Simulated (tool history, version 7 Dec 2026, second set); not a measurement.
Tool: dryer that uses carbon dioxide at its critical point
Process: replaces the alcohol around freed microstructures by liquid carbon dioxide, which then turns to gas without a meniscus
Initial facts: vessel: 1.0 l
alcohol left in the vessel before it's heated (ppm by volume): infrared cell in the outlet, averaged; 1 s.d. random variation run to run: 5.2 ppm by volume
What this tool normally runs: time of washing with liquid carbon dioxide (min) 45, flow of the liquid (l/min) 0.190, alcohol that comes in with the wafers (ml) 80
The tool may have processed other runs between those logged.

run   hour  time of washing with liquid carbon dioxide (min)  flow of the liquid (l/min)  alcohol that comes in with the wafers (ml)  alcohol left in the vessel before it's heated (ppm by volume)
  1    0.0                                                45                       0.190                                          80                                                            127
  2   10.7                                                45                       0.190                                          80                                                            122
  3   23.3                                                45                       0.190                                          80                                                            126
  4   34.4                                                45                       0.190                                          80                                                            131
  5   44.9                                                31                       0.190                                          80                                                            861
  6   55.8                                                31                       0.236                                          80                                                            306
  7   70.7                                                31                       0.236                                         103                                                            384
  8   87.6                                                68                       0.190                                          80                                                             27
  9   98.5                                                68                       0.190                                          80                                                             24
 10  114.0                                                68                       0.190                                          80                                                             27
 11  134.8                                                45                       0.190                                          43                                                             86
 12  147.4                                                45                       0.190                                          80                                                            142
 13  163.5                                                45                       0.190                                          80                                                            143
 14  184.7                                                45                       0.190                                          80                                                            138
 15  204.4                                                45                       0.190                                          80                                                            139
 16  218.2                                                45                       0.190                                          80                                                            130
 17  231.5                                                45                       0.190                                          80                                                            147
 18  248.6                                                45                       0.258                                          80                                                             37
 19  265.9                                                45                       0.258                                          80                                                             36
 20  278.5                                                49                       0.119                                          31                                                            369
 21  291.6                                                27                       0.281                                          49                                                            189
 22  305.1                                                27                       0.281                                          49                                                            188
 23  320.7                                                64                       0.170                                          35                                                             42
 24  331.3                                                52                       0.170                                          74                                                            122
 25  343.5                                                52                       0.214                                          94                                                             44
 26  357.1                                                45                       0.307                                          49                                                             44
 27  371.7                                                45                       0.307                                          49                                                             39
 28  386.6                                                47                       0.259                                          31                                                             35
 29  405.8                                                47                       0.259                                          31                                                             50
 30  420.7                                                53                       0.233                                          31                                                             41
 31  435.3                                                68                       0.190                                          69                                                             30
 32  454.5                                                68                       0.190                                          69                                                             33

3 ways to go on from here, each from the tool as it stands after run 32. What would each give?
  A  466.8                                                59                       0.322                                          80                                                              ?
  B  466.8                                                28                       0.126                                          24                                                              ?
  C  466.8                                                45                       0.270                                          24                                                              ?

run  alcohol left in the vessel before it's heated (ppm by volume)
  A                                                             38
  B                                                           1618
  C                                                             42
Without the tool's unlogged condition, the same runs would have read:
run  alcohol left in the vessel before it's heated (ppm by volume)
  A                                                              5
  B                                                           1348
  C                                                              7

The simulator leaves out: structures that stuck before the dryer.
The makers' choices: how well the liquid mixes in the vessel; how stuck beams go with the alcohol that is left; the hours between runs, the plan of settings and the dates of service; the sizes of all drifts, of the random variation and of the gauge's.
